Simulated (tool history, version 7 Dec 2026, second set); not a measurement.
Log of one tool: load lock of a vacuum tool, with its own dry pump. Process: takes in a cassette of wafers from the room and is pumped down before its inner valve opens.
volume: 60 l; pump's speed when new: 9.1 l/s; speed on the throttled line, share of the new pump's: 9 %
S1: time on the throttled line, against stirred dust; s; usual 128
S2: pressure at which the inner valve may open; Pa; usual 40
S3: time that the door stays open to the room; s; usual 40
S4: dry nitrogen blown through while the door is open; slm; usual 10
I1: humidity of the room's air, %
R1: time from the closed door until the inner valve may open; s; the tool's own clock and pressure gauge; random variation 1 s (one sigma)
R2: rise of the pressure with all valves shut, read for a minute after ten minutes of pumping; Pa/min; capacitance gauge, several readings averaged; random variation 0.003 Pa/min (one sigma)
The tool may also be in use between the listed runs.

run,day,S1,S2,S3,S4,I1,R1,R2
1,0,128,40,40,10,44,169.1,0.082
2,2.038,128,40,89,10,46.6,166.2,0.116
3,6.188,128,40,89,10,42.4,167.3,0.113
4,7.888,128,40,89,10,44.4,168.1,0.125
5,10.842,128,40,40,25,40.7,168.1,0.083
6,14,128,40,40,5,45.4,168.2,0.109
7,16.979,128,40,40,5,42.1,168.9,0.111
8,19.779,77,40,40,10,45.2,121.9,0.111
9,22.1,77,40,40,10,44.2,123.2,0.118
10,25.496,128,55,40,10,45.1,167.5,0.119
11,29.446,128,40,40,10,47.7,169.8,0.127
12,31.412,107,40,40,10,41.2,150,0.126
13,33.279,107,57,40,10,46,147.2,0.13
14,35.088,131,40,40,10,48.5,171.1,0.14
15,38.525,131,40,40,10,49,171.2,0.134
16,41.5,131,40,40,10,46.8,171.7,0.142
17,43.888,131,40,40,10,40.3,175.2,0.148
18,45.858,131,40,40,10,43.6,173.3,0.152
19,48.162,131,40,40,10,46.3,171.9,0.158
20,51.342,67,62,91,5,43.8,109.5,0.203
21,55.492,67,62,91,5,48.6,110.7,0.214
22,59.567,67,62,91,5,41.2,111.1,0.218
23,61.767,166,62,83,5,44.8,202.6,0.217
24,64.738,166,62,83,5,44.8,202.2,0.225
25,66.471,194,50,135,25,40.2,229.4,0.221
26,70.308,194,50,135,25,45.5,227.6,0.23

Run 27 comes next. What will it give?
27,72.754,194,50,135,25,43.4,?,?

Run 27 gave R1 228.1 s, R2 0.233 Pa/min.
Without the tool's hidden state the same run would have given R1 227.6 s, R2 0.067 Pa/min.
